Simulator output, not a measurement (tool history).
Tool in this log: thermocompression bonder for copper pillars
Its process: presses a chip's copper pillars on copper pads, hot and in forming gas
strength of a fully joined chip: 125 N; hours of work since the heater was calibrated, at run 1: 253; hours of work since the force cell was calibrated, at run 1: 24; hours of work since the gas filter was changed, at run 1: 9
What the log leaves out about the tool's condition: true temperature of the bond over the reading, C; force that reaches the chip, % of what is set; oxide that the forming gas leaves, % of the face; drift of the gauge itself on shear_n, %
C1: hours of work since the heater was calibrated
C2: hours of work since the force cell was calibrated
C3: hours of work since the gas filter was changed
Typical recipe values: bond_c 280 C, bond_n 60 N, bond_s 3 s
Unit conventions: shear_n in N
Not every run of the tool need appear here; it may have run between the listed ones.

run 1 hour=0.0 | bond_c=280 bond_n=60 bond_s=3 | C1=253 C2=24 C3=9 | shear_n=84.7
run 2 hour=24.5 | bond_c=280 bond_n=60 bond_s=3 | C1=266 C2=37 C3=22 | shear_n=83.4
run 3 hour=44.2 | bond_c=280 bond_n=60 bond_s=3 | C1=277 C2=48 C3=32 | shear_n=83.4
run 4 hour=58.5 | bond_c=262 bond_n=60 bond_s=3 | C1=285 C2=55 C3=40 | shear_n=69.6
run 5 hour=83.4 | bond_c=262 bond_n=60 bond_s=3 | C1=298 C2=69 C3=53 | shear_n=70.0
run 6 hour=97.0 | bond_c=307 bond_n=60 bond_s=3 | C1=305 C2=76 C3=60 | shear_n=99.9
run 7 hour=123.7 | bond_c=280 bond_n=60 bond_s=3 | C1=319 C2=90 C3=75 | shear_n=82.7
run 8 hour=147.1 | bond_c=280 bond_n=60 bond_s=3 | C1=332 C2=103 C3=87 | shear_n=81.8
run 9 hour=175.4 | bond_c=280 bond_n=60 bond_s=3 | C1=347 C2=118 C3=103 | shear_n=81.7
run 10 hour=190.7 | bond_c=280 bond_n=60 bond_s=3 | C1=355 C2=126 C3=111 | shear_n=81.0
run 11 hour=216.7 | bond_c=280 bond_n=60 bond_s=3 | C1=369 C2=140 C3=125 | shear_n=81.0
run 12 hour=243.6 | bond_c=280 bond_n=60 bond_s=3 | C1=384 C2=154 C3=139 | shear_n=80.4
run 13 hour=259.7 | bond_c=280 bond_n=60 bond_s=3 | C1=392 C2=163 C3=148 | shear_n=80.0
run 14 hour=276.8 | bond_c=280 bond_n=60 bond_s=3 | C1=402 C2=172 C3=157 | shear_n=79.3
run 15 hour=298.5 | bond_c=280 bond_n=60 bond_s=3 | C1=413 C2=184 C3=168 | shear_n=79.3
run 16 hour=325.2 | bond_c=280 bond_n=60 bond_s=3 | C1=428 C2=198 C3=183 | shear_n=78.3
-- hour=333.6 forming gas filter changed
run 17 hour=348.1 | bond_c=280 bond_n=60 bond_s=3 | C1=439 C2=210 C3=8 | shear_n=84.7
run 18 hour=361.1 | bond_c=280 bond_n=54 bond_s=3 | C1=446 C2=217 C3=15 | shear_n=79.0
run 19 hour=379.2 | bond_c=280 bond_n=54 bond_s=3 | C1=456 C2=227 C3=24 | shear_n=79.0
run 20 hour=401.7 | bond_c=280 bond_n=60 bond_s=3 | C1=468 C2=239 C3=37 | shear_n=84.0
run 21 hour=420.9 | bond_c=276 bond_n=56 bond_s=6 | C1=478 C2=249 C3=47 | shear_n=93.0
run 22 hour=439.7 | bond_c=284 bond_n=37 bond_s=5 | C1=489 C2=259 C3=57 | shear_n=70.8
run 23 hour=453.6 | bond_c=264 bond_n=61 bond_s=9 | C1=496 C2=267 C3=64 | shear_n=96.3
run 24 hour=470.7 | bond_c=269 bond_n=73 bond_s=3 | C1=505 C2=276 C3=73 | shear_n=87.0
run 25 hour=492.4 | bond_c=280 bond_n=60 bond_s=5 | C1=517 C2=287 C3=85 | shear_n=93.6
run 26 hour=514.0 | bond_c=306 bond_n=60 bond_s=3 | C1=528 C2=299 C3=97 | shear_n=98.6
run 27 hour=535.4 | bond_c=306 bond_n=60 bond_s=3 | C1=540 C2=311 C3=108 | shear_n=98.3
-- hour=545.4 heater calibrated with a thermocouple chip
run 28 hour=549.9 | bond_c=263 bond_n=47 bond_s=4 | C1=2 C2=317 C3=115 | shear_n=58.3
run 29 hour=567.0 | bond_c=291 bond_n=73 bond_s=4 | C1=12 C2=326 C3=124 | shear_n=99.3
run 30 hour=585.0 | bond_c=291 bond_n=67 bond_s=4 | C1=21 C2=336 C3=134 | shear_n=94.8
run 31 hour=600.4 | bond_c=291 bond_n=44 bond_s=3 | C1=29 C2=344 C3=142 | shear_n=67.0
run 32 hour=627.9 | bond_c=291 bond_n=44 bond_s=3 | C1=44 C2=359 C3=157 | shear_n=66.9
run 33 hour=641.0 | bond_c=290 bond_n=36 bond_s=2 | C1=51 C2=366 C3=164 | shear_n=48.1
run 34 hour=656.8 | bond_c=269 bond_n=69 bond_s=2 | C1=60 C2=375 C3=172 | shear_n=66.4
run 35 hour=675.5 | bond_c=269 bond_n=69 bond_s=2 | C1=70 C2=385 C3=182 | shear_n=66.0
-- hour=685.6 forming gas filter changed
run 36 hour=703.8 | bond_c=290 bond_n=60 bond_s=2 | C1=85 C2=399 C3=10 | shear_n=79.9
run 37 hour=722.4 | bond_c=290 bond_n=60 bond_s=2 | C1=95 C2=409 C3=20 | shear_n=79.0
run 38 hour=743.3 | bond_c=290 bond_n=60 bond_s=2 | C1=106 C2=421 C3=31 | shear_n=78.7
run 39 hour=759.7 | bond_c=290 bond_n=43 bond_s=2 | C1=115 C2=429 C3=40 | shear_n=60.5

Below, some changes in shear_n between adjacent runs. For each, the amount present without the hidden state too (settings, incoming material, random variation) and the amount remaining for the hidden state with gauge scatter not shared by both compared results:
Run 5 -> 6: bond_c 262 -> 307. shear_n +29.9 N: hidden state -1.9, all else +31.8.
Run 16 -> 17: forming gas filter changed. shear_n +6.4 N: hidden state +6.3, all else +0.1.
Run 27 -> 28: bond_c 306 -> 263, bond_n 60 -> 47, bond_s 3 -> 4, heater calibrated with a thermocouple chip. shear_n -40.0 N: hidden state -2.1, all else -37.9.
Run 28 -> 29: bond_c 263 -> 291, bond_n 47 -> 73. shear_n +41.0 N: hidden state -2.6, all else +43.6.
Run 35 -> 36: bond_c 269 -> 290, bond_n 69 -> 60, forming gas filter changed. shear_n +13.9 N: hidden state +5.2, all else +8.7.

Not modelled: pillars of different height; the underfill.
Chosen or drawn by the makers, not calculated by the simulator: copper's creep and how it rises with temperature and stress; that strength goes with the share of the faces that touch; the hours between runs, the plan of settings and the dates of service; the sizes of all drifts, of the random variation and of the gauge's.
